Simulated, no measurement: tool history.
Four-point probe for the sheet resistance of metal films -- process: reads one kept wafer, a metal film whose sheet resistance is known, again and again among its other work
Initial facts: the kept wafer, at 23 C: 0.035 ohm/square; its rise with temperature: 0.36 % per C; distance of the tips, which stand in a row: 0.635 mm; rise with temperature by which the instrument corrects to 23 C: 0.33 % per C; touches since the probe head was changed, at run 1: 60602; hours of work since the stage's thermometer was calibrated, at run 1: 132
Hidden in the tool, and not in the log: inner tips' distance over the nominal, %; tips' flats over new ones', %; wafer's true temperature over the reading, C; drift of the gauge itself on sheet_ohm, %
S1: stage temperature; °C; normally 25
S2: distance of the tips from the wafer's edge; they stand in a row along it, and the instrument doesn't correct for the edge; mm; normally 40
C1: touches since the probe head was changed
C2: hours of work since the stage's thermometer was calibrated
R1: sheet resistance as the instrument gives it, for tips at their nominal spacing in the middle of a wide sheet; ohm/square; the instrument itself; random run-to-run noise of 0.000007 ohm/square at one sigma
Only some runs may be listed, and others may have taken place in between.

run   hour  S1  S2     C1   C2        R1
  1    0.0  25  40  60602  132  0.034689
  2   27.3  25  40  61630  148  0.034681
  3   51.7  25  40  62551  163  0.034675
  4   85.9  25  40  63840  183  0.034684
  5  114.3  25  40  64910  200  0.034670
  6  155.5  35  40  66464  224  0.034796
  7  187.2  18  40  67659  242  0.034608
  8  204.3  18  40  68301  252  0.034598
  9  221.7  23  40  68959  263  0.034645
 10  245.3  23  40  69847  277  0.034659
 11  265.3  25  40  70599  288  0.034657
 12  300.5  26  40  71929  309  0.034688
 13  325.6  26  40  72873  324  0.034692
 14  355.7  22  10  74009  341  0.034703
 15  384.5  22  10  75095  358  0.034710
 16  408.4  33   6  75994  372  0.034967
 17  448.6  24  21  77511  396  0.034671
 18  466.8  20  15  78194  407  0.034622
 19  500.6  31  12  79468  427  0.034767
 20  529.4  33  40  80554  444  0.034751
 21  564.6  29   6  81884  464  0.034900
 22  606.5  29   6  83463  489  0.034910
 23  640.5  29   6  84742  509  0.034898
 24  682.0  33   6  86307  533  0.034946
 25  699.0  20  40  86947  543  0.034598
 26  737.4  20  40  88395  566  0.034595

Here are 3 independent what-if runs from the current tool condition. What would each one return?
  A  766.8  19  40  89502  583   ?
  B  766.8  34  40  89502  583   ?
  C  766.8  18  12  89502  583   ?

run        R1
  A  0.034579
  B  0.034752
  C  0.034614
Stripped of hidden state, with their random variation kept, the same runs would have yielded:
run        R1
  A  0.034958
  B  0.035134
  C  0.034994
